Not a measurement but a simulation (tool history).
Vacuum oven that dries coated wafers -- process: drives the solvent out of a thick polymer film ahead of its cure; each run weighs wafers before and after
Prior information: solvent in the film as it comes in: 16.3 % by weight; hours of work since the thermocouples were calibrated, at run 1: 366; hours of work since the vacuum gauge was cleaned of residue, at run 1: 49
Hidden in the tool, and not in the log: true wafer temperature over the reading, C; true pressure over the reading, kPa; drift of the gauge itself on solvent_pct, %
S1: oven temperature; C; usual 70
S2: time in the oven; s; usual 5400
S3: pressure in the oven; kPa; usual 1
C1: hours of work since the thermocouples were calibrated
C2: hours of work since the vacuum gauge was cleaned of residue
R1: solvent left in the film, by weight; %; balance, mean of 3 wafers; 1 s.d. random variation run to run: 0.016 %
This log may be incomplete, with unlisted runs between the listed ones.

run	hour	S1	S2	S3	C1	C2	R1
1	0	70	5400	1	366	49	1.88
2	47.7	70	5400	0.84	399	82	1.74
3	94.6	70	5400	0.84	432	115	1.74
4	117.3	60	5400	0.84	448	131	4.08
5	139.1	70	5400	1.51	463	146	2.28
6	163.2	70	5400	1.69	480	163	2.39
7	186.8	70	5400	1.52	496	180	2.27
8	211.2	70	4380	1.52	513	197	2.88
9	258.3	70	4380	1.52	546	230	2.83
10	283.8	70	6060	1.52	564	247	2.03
11	320.1	70	6060	1.52	590	273	2.04
12	352.2	70	6060	1.52	612	295	2.02
# hour 368.6: oven's thermocouples calibrated
13	396.1	70	6060	1.52	19	324	1.93
14	441.5	70	6060	1.52	51	356	1.92
# hour 451.5: oven's thermocouples calibrated, once more
15	474.9	70	6060	1.52	16	378	2.2
16	503.5	70	6060	1.52	36	398	2.23
17	535	70	6060	0.87	58	420	1.68
18	566.4	70	7980	0.87	80	442	1.23
19	613.5	70	7980	0.87	113	475	1.2
20	657.3	57	5400	1	144	506	5.44
21	708.5	81	6360	1	180	542	0.73
22	757.1	72	6360	3.08	214	576	2.98
23	805	72	6360	3.08	247	609	3.02
24	833.2	72	6360	3.08	267	629	2.98
25	880.8	63	5580	3.08	300	662	5.52
26	905	63	7260	0.63	317	679	2.23
27	954.5	66	7500	3.49	352	714	4.34
28	999.1	75	5400	0.65	383	745	1.05
29	1027.6	75	5400	0.65	403	765	1.06
30	1058.4	75	9000	0.65	424	786	0.71
31	1097.8	70	5100	1	452	814	2.18
32	1118.9	59	4020	1	467	829	5.94
33	1153.2	59	4020	1	491	853	5.92
34	1182.8	59	4020	1	511	873	5.94
35	1210.1	59	4020	1.15	531	892	6.07
36	1259.5	61	7440	0.85	565	927	2.81
37	1298.7	68	2760	2.63	592	954	6.03
# hour 1342.4: oven's thermocouples calibrated
38	1344	62	4080	1.58	1	985	5.9
39	1367.3	70	4320	1	17	1001	2.91
40	1404.5	83	5400	1	43	1027	0.75

Forecast each of these 4 alternatives for the next run:
A	1434	83	5400	1	64	1047	?
B	1434	71	5400	1	64	1047	?
C	1434	65	5400	1	64	1047	?
D	1434	77	5400	1	64	1047	?

run	R1
A	0.79
B	2.06
C	3.34
D	1.24
The same runs, with their run-to-run variation unchanged, on a tool lacking any hidden condition would have given:
run	R1
A	0.61
B	1.82
C	3.05
D	1.03
